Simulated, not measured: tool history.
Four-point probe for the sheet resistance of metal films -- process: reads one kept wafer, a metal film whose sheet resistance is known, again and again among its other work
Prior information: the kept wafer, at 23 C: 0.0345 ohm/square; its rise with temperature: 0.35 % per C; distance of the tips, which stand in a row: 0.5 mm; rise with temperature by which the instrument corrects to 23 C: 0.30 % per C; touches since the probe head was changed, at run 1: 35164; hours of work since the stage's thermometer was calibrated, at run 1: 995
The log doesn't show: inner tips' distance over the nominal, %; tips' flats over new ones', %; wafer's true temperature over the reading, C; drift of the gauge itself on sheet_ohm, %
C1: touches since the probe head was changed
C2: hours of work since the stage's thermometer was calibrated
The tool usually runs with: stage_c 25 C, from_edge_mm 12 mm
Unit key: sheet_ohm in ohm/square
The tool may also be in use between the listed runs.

Run 1, hour 0.0: usual settings; C1 35164; C2 995. Result: sheet_ohm 0.034571 ohm/square.
Run 2, hour 78.6: usual settings; C1 36692; C2 1046. Result: sheet_ohm 0.034569 ohm/square.
Run 3, hour 152.1: usual settings; C1 38120; C2 1094. Result: sheet_ohm 0.034562 ohm/square.
Run 4, hour 226.8: usual settings; C1 39573; C2 1142. Result: sheet_ohm 0.034568 ohm/square.
Run 5, hour 319.7: usual settings; C1 41378; C2 1202. Result: sheet_ohm 0.034558 ohm/square.
Run 6, hour 396.1: usual settings; C1 42862; C2 1251. Result: sheet_ohm 0.034569 ohm/square.
At hour 477.2: stage's thermometer calibrated.
Run 7, hour 479.8: usual settings; C1 44480; C2 2. Result: sheet_ohm 0.034573 ohm/square.
Run 8, hour 534.3: usual settings; C1 45538; C2 37. Result: sheet_ohm 0.034568 ohm/square.
Run 9, hour 593.4: usual settings; C1 46688; C2 75. Result: sheet_ohm 0.034577 ohm/square.
Run 10, hour 647.7: usual settings; C1 47743; C2 110. Result: sheet_ohm 0.034570 ohm/square.
Run 11, hour 701.1: usual settings; C1 48782; C2 145. Result: sheet_ohm 0.034583 ohm/square.
Run 12, hour 748.1: usual settings; C1 49695; C2 175. Result: sheet_ohm 0.034560 ohm/square.
Run 13, hour 793.3: usual settings but from_edge_mm 9 mm; C1 50573; C2 204. Result: sheet_ohm 0.034598 ohm/square.
Run 14, hour 885.7: usual settings but from_edge_mm 9 mm; C1 52369; C2 264. Result: sheet_ohm 0.034594 ohm/square.
Run 15, hour 935.6: usual settings but stage_c 19 C; C1 53338; C2 296. Result: sheet_ohm 0.034471 ohm/square.
Run 16, hour 983.9: usual settings but stage_c 19 C; C1 54278; C2 328. Result: sheet_ohm 0.034462 ohm/square.
Run 17, hour 1044.3: usual settings but stage_c 19 C; C1 55452; C2 367. Result: sheet_ohm 0.034475 ohm/square.
Run 18, hour 1128.0: usual settings but stage_c 19 C, from_edge_mm 20 mm; C1 57078; C2 421. Result: sheet_ohm 0.034453 ohm/square.
Run 19, hour 1167.5: usual settings but stage_c 26 C, from_edge_mm 31 mm; C1 57845; C2 446. Result: sheet_ohm 0.034560 ohm/square.
Run 20, hour 1252.4: usual settings but stage_c 30 C, from_edge_mm 60 mm; C1 59497; C2 501. Result: sheet_ohm 0.034619 ohm/square.
Run 21, hour 1321.4: usual settings but from_edge_mm 6 mm; C1 60837; C2 546. Result: sheet_ohm 0.034665 ohm/square.
Run 22, hour 1371.0: usual settings but stage_c 30 C; C1 61800; C2 578. Result: sheet_ohm 0.034636 ohm/square.
Run 23, hour 1464.1: usual settings but from_edge_mm 35 mm; C1 63610; C2 638. Result: sheet_ohm 0.034545 ohm/square.
Run 24, hour 1530.7: usual settings but from_edge_mm 35 mm; C1 64905; C2 681. Result: sheet_ohm 0.034541 ohm/square.
Run 25, hour 1595.7: usual settings but stage_c 31 C, from_edge_mm 9 mm; C1 66169; C2 723. Result: sheet_ohm 0.034674 ohm/square.
Run 26, hour 1643.7: usual settings but stage_c 32 C, from_edge_mm 34 mm; C1 67100; C2 754. Result: sheet_ohm 0.034654 ohm/square.
Run 27, hour 1700.9: usual settings but stage_c 35 C, from_edge_mm 21 mm; C1 68213; C2 791. Result: sheet_ohm 0.034699 ohm/square.
Run 28, hour 1771.1: usual settings but stage_c 29 C, from_edge_mm 16 mm; C1 69576; C2 837. Result: sheet_ohm 0.034612 ohm/square.
Run 29, hour 1851.3: usual settings but stage_c 29 C, from_edge_mm 16 mm; C1 71136; C2 888. Result: sheet_ohm 0.034608 ohm/square.
Run 30, hour 1902.8: usual settings but stage_c 23 C, from_edge_mm 32 mm; C1 72137; C2 922. Result: sheet_ohm 0.034504 ohm/square.
Run 31, hour 1949.4: usual settings but stage_c 32 C, from_edge_mm 18 mm; C1 73043; C2 952. Result: sheet_ohm 0.034656 ohm/square.
Run 32, hour 1999.4: usual settings but stage_c 34 C, from_edge_mm 10 mm; C1 74014; C2 984. Result: sheet_ohm 0.034723 ohm/square.
At hour 2006.8: new probe head fitted.
Run 33, hour 2086.2: usual settings but stage_c 21 C, from_edge_mm 75 mm; C1 1544; C2 1040. Result: sheet_ohm 0.034470 ohm/square.

How the hidden state differs across the entries between the runs, from the last listed run before each to the first after it:
In the gap between runs 6 and 7: stage's thermometer calibrated (hour 477.2)
  no hidden state differs between the two runs
In the gap between runs 32 and 33: new probe head fitted (hour 2006.8)
  inner tips' distance over the nominal, %: 0.012 -> -0.01; tips' flats over new ones', %: 1 -> 0
